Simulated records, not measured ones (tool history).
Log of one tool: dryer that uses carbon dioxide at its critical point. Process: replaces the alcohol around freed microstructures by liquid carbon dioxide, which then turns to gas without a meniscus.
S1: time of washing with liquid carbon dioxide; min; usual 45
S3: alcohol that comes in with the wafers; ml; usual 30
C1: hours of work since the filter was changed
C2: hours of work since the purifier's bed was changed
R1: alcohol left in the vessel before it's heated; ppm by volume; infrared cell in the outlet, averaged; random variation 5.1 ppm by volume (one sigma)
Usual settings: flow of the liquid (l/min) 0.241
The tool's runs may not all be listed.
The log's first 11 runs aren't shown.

run 12 hour=160.9 | S1=45 flow_of_the_liquid_(l/min)=0.241 S3=35 | C1=158 C2=400 | R1=281
run 13 hour=176.7 | S1=45 flow_of_the_liquid_(l/min)=0.241 S3=35 | C1=165 C2=407 | R1=287
run 14 hour=192.2 | S1=45 flow_of_the_liquid_(l/min)=0.241 S3=35 | C1=172 C2=413 | R1=292
run 15 hour=207.5 | S1=45 flow_of_the_liquid_(l/min)=0.241 S3=35 | C1=179 C2=420 | R1=295
run 16 hour=224.3 | S1=45 flow_of_the_liquid_(l/min)=0.241 S3=35 | C1=186 C2=427 | R1=297
run 17 hour=235.2 | S1=45 flow_of_the_liquid_(l/min)=0.241 S3=26 | C1=191 C2=432 | R1=268
run 18 hour=250.7 | S1=45 flow_of_the_liquid_(l/min)=0.241 S3=26 | C1=198 C2=439 | R1=284
run 19 hour=264.1 | S1=45 flow_of_the_liquid_(l/min)=0.241 S3=26 | C1=204 C2=445 | R1=280
run 20 hour=284.0 | S1=64 flow_of_the_liquid_(l/min)=0.266 S3=26 | C1=212 C2=454 | R1=190
run 21 hour=304.5 | S1=45 flow_of_the_liquid_(l/min)=0.241 S3=63 | C1=221 C2=463 | R1=435
run 22 hour=319.7 | S1=32 flow_of_the_liquid_(l/min)=0.280 S3=68 | C1=228 C2=470 | R1=786
run 23 hour=333.8 | S1=45 flow_of_the_liquid_(l/min)=0.229 S3=30 | C1=234 C2=476 | R1=363
run 24 hour=346.5 | S1=52 flow_of_the_liquid_(l/min)=0.218 S3=30 | C1=240 C2=481 | R1=281
run 25 hour=365.1 | S1=29 flow_of_the_liquid_(l/min)=0.145 S3=64 | C1=248 C2=490 | R1=5505
run 26 hour=376.4 | S1=30 flow_of_the_liquid_(l/min)=0.241 S3=34 | C1=253 C2=495 | R1=903
run 27 hour=385.0 | S1=30 flow_of_the_liquid_(l/min)=0.241 S3=34 | C1=257 C2=498 | R1=905
run 28 hour=404.9 | S1=30 flow_of_the_liquid_(l/min)=0.241 S3=34 | C1=266 C2=507 | R1=942
run 29 hour=420.2 | S1=41 flow_of_the_liquid_(l/min)=0.190 S3=45 | C1=272 C2=514 | R1=1009
run 30 hour=434.8 | S1=41 flow_of_the_liquid_(l/min)=0.190 S3=45 | C1=279 C2=520 | R1=1018
run 31 hour=443.7 | S1=41 flow_of_the_liquid_(l/min)=0.289 S3=45 | C1=283 C2=524 | R1=332
run 32 hour=461.5 | S1=30 flow_of_the_liquid_(l/min)=0.241 S3=71 | C1=291 C2=532 | R1=1762
run 33 hour=473.3 | S1=53 flow_of_the_liquid_(l/min)=0.339 S3=23 | C1=296 C2=537 | R1=218
run 34 hour=494.0 | S1=53 flow_of_the_liquid_(l/min)=0.268 S3=31 | C1=305 C2=546 | R1=243
run 35 hour=507.4 | S1=45 flow_of_the_liquid_(l/min)=0.347 S3=30 | C1=311 C2=552 | R1=248

Forecast each of these 5 alternatives for the next run:
run A hour=524.1 | S1=45 flow_of_the_liquid_(l/min)=0.285 S3=30 | C1=318 C2=560 | R1=?
run B hour=524.1 | S1=29 flow_of_the_liquid_(l/min)=0.263 S3=60 | C1=318 C2=560 | R1=?
run C hour=524.1 | S1=45 flow_of_the_liquid_(l/min)=0.347 S3=35 | C1=318 C2=560 | R1=?
run D hour=524.1 | S1=45 flow_of_the_liquid_(l/min)=0.396 S3=30 | C1=318 C2=560 | R1=?
run E hour=524.1 | S1=44 flow_of_the_liquid_(l/min)=0.408 S3=30 | C1=318 C2=560 | R1=?

run=A R1=272
run=B R1=1291
run=C R1=235
run=D R1=233
run=E R1=230
Without the tool's hidden state the same runs would have given:
run=A R1=25
run=B R1=686
run=C R1=11
run=D R1=11
run=E R1=3
